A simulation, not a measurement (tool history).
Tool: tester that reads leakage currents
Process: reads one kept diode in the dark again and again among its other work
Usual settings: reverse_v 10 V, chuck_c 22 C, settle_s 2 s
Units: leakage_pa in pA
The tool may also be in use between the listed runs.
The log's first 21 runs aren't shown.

run      day  reverse_v  chuck_c  settle_s  leakage_pa
 22   99.846        8.8       35      2.05      225.05
     100.496  -- tester calibrated
     104.288  -- chuck's temperature calibrated
 23    106.9       18.7       36       0.3      433.94
 24  113.404       15.4       26      1.09      158.48
 25  116.829        2.1       20      1.45       30.07
 26  121.854       12.3       28      5.29      160.45
 27  128.304        1.4       48      0.66       268.4
 28  132.117        1.4       48      0.66      262.47
 29  136.008        1.4       48      0.66      259.52
     139.092  -- chuck's temperature calibrated
 30  141.475        1.4       48      2.19      311.68
 31  145.329        1.4       48      2.19      304.36
 32  151.808          1       44      4.79      178.47

5 ways to go on from here, each from the tool as it stands after run 32. What would each give?
     154.888  -- probe card cleaned and baked
  A  156.362        1.4       44      6.39           ?
     154.888  -- probe card cleaned and baked
  B  156.362       19.6       25      4.74           ?
     154.888  -- probe card cleaned and baked
  C  156.362        8.7       22      0.62           ?
     154.888  -- probe card cleaned and baked
  D  156.362          9       56      5.54           ?
     154.888  -- probe card cleaned and baked
  E  156.362       19.6       36         2           ?

run  leakage_pa
  A      202.42
  B      145.55
  C        73.2
  D     1428.04
  E       398.8
Without the tool's hidden state the same runs would have given:
run  leakage_pa
  A      217.96
  B      157.45
  C       79.21
  D     1528.79
  E      430.32
